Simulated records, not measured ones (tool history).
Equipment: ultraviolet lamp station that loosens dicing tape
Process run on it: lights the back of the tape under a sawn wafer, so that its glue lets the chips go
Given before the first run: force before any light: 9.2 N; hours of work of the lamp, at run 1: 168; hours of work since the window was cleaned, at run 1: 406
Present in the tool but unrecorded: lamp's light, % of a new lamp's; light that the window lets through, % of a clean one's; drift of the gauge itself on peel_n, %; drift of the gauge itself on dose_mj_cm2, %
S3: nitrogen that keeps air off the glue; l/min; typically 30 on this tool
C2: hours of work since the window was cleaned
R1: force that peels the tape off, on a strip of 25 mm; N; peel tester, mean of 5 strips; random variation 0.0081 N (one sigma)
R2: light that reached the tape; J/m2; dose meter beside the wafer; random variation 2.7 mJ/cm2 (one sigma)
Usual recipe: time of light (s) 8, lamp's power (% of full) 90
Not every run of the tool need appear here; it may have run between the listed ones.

run 1 day=0 | time_of_light_(s)=8 lamp's_power_(%_of_full)=90 S3=30 | hours_of_work_of_the_lamp=168 C2=406 | R1=0.354 R2=3250
run 2 day=0.358 | time_of_light_(s)=16 lamp's_power_(%_of_full)=90 S3=30 | hours_of_work_of_the_lamp=172 C2=410 | R1=0.25 R2=6400
run 3 day=0.733 | time_of_light_(s)=16 lamp's_power_(%_of_full)=90 S3=30 | hours_of_work_of_the_lamp=176 C2=414 | R1=0.243 R2=6380
run 4 day=1.121 | time_of_light_(s)=8 lamp's_power_(%_of_full)=90 S3=30 | hours_of_work_of_the_lamp=181 C2=419 | R1=0.377 R2=3170
run 5 day=1.354 | time_of_light_(s)=8 lamp's_power_(%_of_full)=90 S3=30 | hours_of_work_of_the_lamp=184 C2=421 | R1=0.371 R2=3190
run 6 day=1.696 | time_of_light_(s)=8 lamp's_power_(%_of_full)=90 S3=30 | hours_of_work_of_the_lamp=188 C2=425 | R1=0.382 R2=3120
run 7 day=1.954 | time_of_light_(s)=8 lamp's_power_(%_of_full)=90 S3=30 | hours_of_work_of_the_lamp=191 C2=428 | R1=0.376 R2=3180
run 8 day=2.442 | time_of_light_(s)=8 lamp's_power_(%_of_full)=90 S3=30 | hours_of_work_of_the_lamp=196 C2=434 | R1=0.361 R2=3160
run 9 day=2.892 | time_of_light_(s)=8 lamp's_power_(%_of_full)=90 S3=44 | hours_of_work_of_the_lamp=202 C2=439 | R1=0.335 R2=3170
run 10 day=3.354 | time_of_light_(s)=8 lamp's_power_(%_of_full)=90 S3=44 | hours_of_work_of_the_lamp=207 C2=445 | R1=0.321 R2=3150
run 11 day=3.729 | time_of_light_(s)=8 lamp's_power_(%_of_full)=90 S3=30 | hours_of_work_of_the_lamp=211 C2=449 | R1=0.357 R2=3120
run 12 day=3.971 | time_of_light_(s)=8 lamp's_power_(%_of_full)=90 S3=30 | hours_of_work_of_the_lamp=214 C2=452 | R1=0.381 R2=3140
run 13 day=4.438 | time_of_light_(s)=11 lamp's_power_(%_of_full)=90 S3=30 | hours_of_work_of_the_lamp=220 C2=457 | R1=0.276 R2=4400
run 14 day=4.738 | time_of_light_(s)=8 lamp's_power_(%_of_full)=90 S3=30 | hours_of_work_of_the_lamp=223 C2=461 | R1=0.391 R2=3110
run 15 day=5.146 | time_of_light_(s)=8 lamp's_power_(%_of_full)=90 S3=30 | hours_of_work_of_the_lamp=228 C2=466 | R1=0.39 R2=3110
run 16 day=5.558 | time_of_light_(s)=8 lamp's_power_(%_of_full)=90 S3=30 | hours_of_work_of_the_lamp=233 C2=470 | R1=0.394 R2=3140
run 17 day=6.079 | time_of_light_(s)=8 lamp's_power_(%_of_full)=90 S3=30 | hours_of_work_of_the_lamp=239 C2=476 | R1=0.391 R2=3080
run 18 day=6.408 | time_of_light_(s)=8 lamp's_power_(%_of_full)=90 S3=30 | hours_of_work_of_the_lamp=242 C2=480 | R1=0.4 R2=3110
run 19 day=6.812 | time_of_light_(s)=8 lamp's_power_(%_of_full)=90 S3=30 | hours_of_work_of_the_lamp=247 C2=485 | R1=0.385 R2=3070
run 20 day=7.058 | time_of_light_(s)=8 lamp's_power_(%_of_full)=90 S3=58 | hours_of_work_of_the_lamp=250 C2=488 | R1=0.312 R2=3110
run 21 day=7.375 | time_of_light_(s)=8 lamp's_power_(%_of_full)=90 S3=30 | hours_of_work_of_the_lamp=254 C2=491 | R1=0.376 R2=3120
run 22 day=7.692 | time_of_light_(s)=8 lamp's_power_(%_of_full)=90 S3=17 | hours_of_work_of_the_lamp=257 C2=495 | R1=0.53 R2=3090
run 23 day=8.171 | time_of_light_(s)=8 lamp's_power_(%_of_full)=61 S3=30 | hours_of_work_of_the_lamp=263 C2=501 | R1=0.796 R2=2050
run 24 day=8.471 | time_of_light_(s)=7 lamp's_power_(%_of_full)=61 S3=20 | hours_of_work_of_the_lamp=266 C2=504 | R1=1.324 R2=1830
run 25 day=8.7 | time_of_light_(s)=7 lamp's_power_(%_of_full)=61 S3=20 | hours_of_work_of_the_lamp=269 C2=507 | R1=1.315 R2=1830
run 26 day=9.158 | time_of_light_(s)=9 lamp's_power_(%_of_full)=61 S3=18 | hours_of_work_of_the_lamp=274 C2=512 | R1=0.885 R2=2330
run 27 day=9.696 | time_of_light_(s)=9 lamp's_power_(%_of_full)=61 S3=18 | hours_of_work_of_the_lamp=281 C2=518 | R1=0.898 R2=2280
run 28 day=10.221 | time_of_light_(s)=9 lamp's_power_(%_of_full)=61 S3=18 | hours_of_work_of_the_lamp=287 C2=525 | R1=0.886 R2=2320
run 29 day=10.621 | time_of_light_(s)=8 lamp's_power_(%_of_full)=90 S3=56 | hours_of_work_of_the_lamp=292 C2=529 | R1=0.315 R2=3000
run 30 day=11.092 | time_of_light_(s)=9 lamp's_power_(%_of_full)=71 S3=17 | hours_of_work_of_the_lamp=297 C2=535 | R1=0.684 R2=2700
run 31 day=11.404 | time_of_light_(s)=9 lamp's_power_(%_of_full)=71 S3=17 | hours_of_work_of_the_lamp=301 C2=538 | R1=0.713 R2=2680
run 32 day=11.783 | time_of_light_(s)=9 lamp's_power_(%_of_full)=90 S3=17 | hours_of_work_of_the_lamp=305 C2=543 | R1=0.449 R2=3420
run 33 day=12.117 | time_of_light_(s)=13 lamp's_power_(%_of_full)=79 S3=12 | hours_of_work_of_the_lamp=309 C2=547 | R1=0.375 R2=4300
run 34 day=12.654 | time_of_light_(s)=12 lamp's_power_(%_of_full)=79 S3=12 | hours_of_work_of_the_lamp=315 C2=553 | R1=0.442 R2=3950
run 35 day=12.921 | time_of_light_(s)=6 lamp's_power_(%_of_full)=64 S3=59 | hours_of_work_of_the_lamp=318 C2=556 | R1=0.921 R2=1560
run 36 day=13.258 | time_of_light_(s)=6 lamp's_power_(%_of_full)=64 S3=59 | hours_of_work_of_the_lamp=322 C2=560 | R1=0.878 R2=1560
run 37 day=13.612 | time_of_light_(s)=6 lamp's_power_(%_of_full)=68 S3=19 | hours_of_work_of_the_lamp=326 C2=564 | R1=1.54 R2=1690
run 38 day=13.996 | time_of_light_(s)=6 lamp's_power_(%_of_full)=68 S3=19 | hours_of_work_of_the_lamp=331 C2=569 | R1=1.496 R2=1680
run 39 day=14.512 | time_of_light_(s)=6 lamp's_power_(%_of_full)=76 S3=19 | hours_of_work_of_the_lamp=337 C2=575 | R1=1.329 R2=1910
run 40 day=15.017 | time_of_light_(s)=6 lamp's_power_(%_of_full)=76 S3=19 | hours_of_work_of_the_lamp=343 C2=580 | R1=1.284 R2=1900
-- day=15.158 window cleaned of glue's vapour
run 41 day=15.471 | time_of_light_(s)=6 lamp's_power_(%_of_full)=76 S3=46 | hours_of_work_of_the_lamp=348 C2=4 | R1=0.676 R2=2000
run 42 day=15.983 | time_of_light_(s)=5 lamp's_power_(%_of_full)=73 S3=21 | hours_of_work_of_the_lamp=354 C2=10 | R1=1.534 R2=1630
run 43 day=16.529 | time_of_light_(s)=5 lamp's_power_(%_of_full)=73 S3=21 | hours_of_work_of_the_lamp=360 C2=16 | R1=1.601 R2=1590
run 44 day=16.954 | time_of_light_(s)=8 lamp's_power_(%_of_full)=76 S3=24 | hours_of_work_of_the_lamp=365 C2=21 | R1=0.565 R2=2640

4 ways to go on from here, each from the tool as it stands after run 44. What would each give?
run A day=17.254 | time_of_light_(s)=8 lamp's_power_(%_of_full)=69 S3=10 | hours_of_work_of_the_lamp=368 C2=24 | R1=? R2=?
run B day=17.254 | time_of_light_(s)=8 lamp's_power_(%_of_full)=76 S3=24 | hours_of_work_of_the_lamp=368 C2=24 | R1=? R2=?
run C day=17.254 | time_of_light_(s)=4 lamp's_power_(%_of_full)=90 S3=25 | hours_of_work_of_the_lamp=368 C2=24 | R1=? R2=?
run D day=17.254 | time_of_light_(s)=16 lamp's_power_(%_of_full)=69 S3=48 | hours_of_work_of_the_lamp=368 C2=24 | R1=? R2=?

run=A R1=1.209 R2=2420
run=B R1=0.555 R2=2630
run=C R1=1.471 R2=1590
run=D R1=0.248 R2=4880
With no hidden state in the tool, these same runs would have given:
run=A R1=0.949 R2=2760
run=B R1=0.436 R2=3010
run=C R1=1.171 R2=1810
run=D R1=0.245 R2=5560
